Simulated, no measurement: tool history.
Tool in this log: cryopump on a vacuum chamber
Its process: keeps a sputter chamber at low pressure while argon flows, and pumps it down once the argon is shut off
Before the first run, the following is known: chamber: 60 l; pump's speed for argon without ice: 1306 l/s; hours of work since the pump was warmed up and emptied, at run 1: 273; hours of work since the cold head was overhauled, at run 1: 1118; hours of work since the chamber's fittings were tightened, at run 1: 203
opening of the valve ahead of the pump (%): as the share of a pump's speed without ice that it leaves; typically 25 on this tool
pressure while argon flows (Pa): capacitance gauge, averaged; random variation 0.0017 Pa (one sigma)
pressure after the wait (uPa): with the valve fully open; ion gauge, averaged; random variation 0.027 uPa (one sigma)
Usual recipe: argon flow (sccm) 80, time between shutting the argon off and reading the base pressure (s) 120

run,day,argon flow (sccm),time between shutting the argon off and reading the base pressure (s),opening of the valve ahead of the pump (%),hours of work since the pump was warmed up and emptied,hours of work since the cold head was overhauled,hours of work since the chamber's fittings were tightened,pressure while argon flows (Pa),pressure after the wait (uPa)
1,0.000,80,120,25,273,1118,203,0.4320,1.71
2,2.350,108,120,25,297,1142,227,0.5819,1.76
3,6.725,80,120,25,342,1186,271,0.4338,1.92
4,11.650,80,120,25,392,1236,321,0.4351,2.06
5,13.996,80,120,23,416,1260,345,0.4754,2.12
6,16.929,80,120,23,445,1290,375,0.4813,2.36
7,21.450,80,120,25,491,1336,421,0.4428,2.32
8,25.604,80,263,25,534,1378,463,0.4485,2.06
9,28.271,80,263,25,561,1405,490,0.4474,2.17
10,32.188,80,263,25,600,1445,530,0.4495,2.28
11,35.567,80,263,25,635,1479,564,0.4511,2.47
12,40.096,80,120,25,681,1525,610,0.4570,3.17
13,43.604,80,120,25,716,1561,646,0.4623,3.31
14,46.746,80,120,20,748,1593,678,0.5675,3.47
15,49.046,80,120,17,772,1616,701,0.6633,3.52
16,53.971,57,68,25,822,1666,751,0.3327,4.50
# day 54.492: pump warmed up, emptied and cooled again
17,57.025,57,68,25,26,1695,780,0.2982,3.69
18,60.808,156,132,25,64,1734,818,0.8197,3.00
19,64.258,46,61,27,99,1769,853,0.2260,4.15
20,69.179,46,61,27,149,1819,903,0.2246,4.28
21,71.562,46,66,27,173,1843,928,0.2277,4.31
22,73.829,46,66,27,196,1866,951,0.2303,4.44
23,77.204,50,264,27,231,1900,985,0.2479,3.26
24,80.446,80,40,25,264,1933,1018,0.4331,5.64

Expected results for the next run?
# day 84.779: leaking fittings of the chamber tightened, without venting
25,85.312,80,178,25,312,1982,5,?,?

{"run 25": {"pressure while argon flows (Pa)": 0.4326, "pressure after the wait (uPa)": 0.96}}
Were there no unlogged condition in the tool, this run, its random variation unchanged, would have produced pressure while argon flows (Pa) 0.4131, pressure after the wait (uPa) 0.90.
